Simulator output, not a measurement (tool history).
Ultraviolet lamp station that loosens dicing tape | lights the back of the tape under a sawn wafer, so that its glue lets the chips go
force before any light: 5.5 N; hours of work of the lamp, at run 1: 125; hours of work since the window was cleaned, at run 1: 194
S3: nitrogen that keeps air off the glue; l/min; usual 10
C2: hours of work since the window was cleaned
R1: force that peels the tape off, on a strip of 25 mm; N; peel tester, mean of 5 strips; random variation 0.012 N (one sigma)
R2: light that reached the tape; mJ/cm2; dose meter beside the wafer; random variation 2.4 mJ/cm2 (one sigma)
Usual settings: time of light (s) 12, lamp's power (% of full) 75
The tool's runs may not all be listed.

Run 1, hour 0: usual settings; hours of work of the lamp 125; C2 194. Result: R1 0.655 N, R2 233 mJ/cm2.
Run 2, hour 7.4: usual settings; hours of work of the lamp 130; C2 199. Result: R1 0.652 N, R2 231 mJ/cm2.
Run 3, hour 12.5: usual settings; hours of work of the lamp 134; C2 202. Result: R1 0.64 N, R2 233 mJ/cm2.
Run 4, hour 22.9: usual settings; hours of work of the lamp 141; C2 210. Result: R1 0.63 N, R2 229 mJ/cm2.
Run 5, hour 29: usual settings; hours of work of the lamp 145; C2 214. Result: R1 0.674 N, R2 227 mJ/cm2.
Run 6, hour 38.7: usual settings but time of light (s) 6; hours of work of the lamp 152; C2 221. Result: R1 1.828 N, R2 117 mJ/cm2.

Run 7 comes next. What will it give?
Run 7, hour 48.2: usual settings but time of light (s) 19, lamp's power (% of full) 68, S3 20 l/min; hours of work of the lamp 159; C2 227. Result: R1 ?, R2 ?.

R1: 0.208 N
R2: 328 mJ/cm2
Without the tool's hidden state the same run would have given R1 0.171 N, R2 366 mJ/cm2.
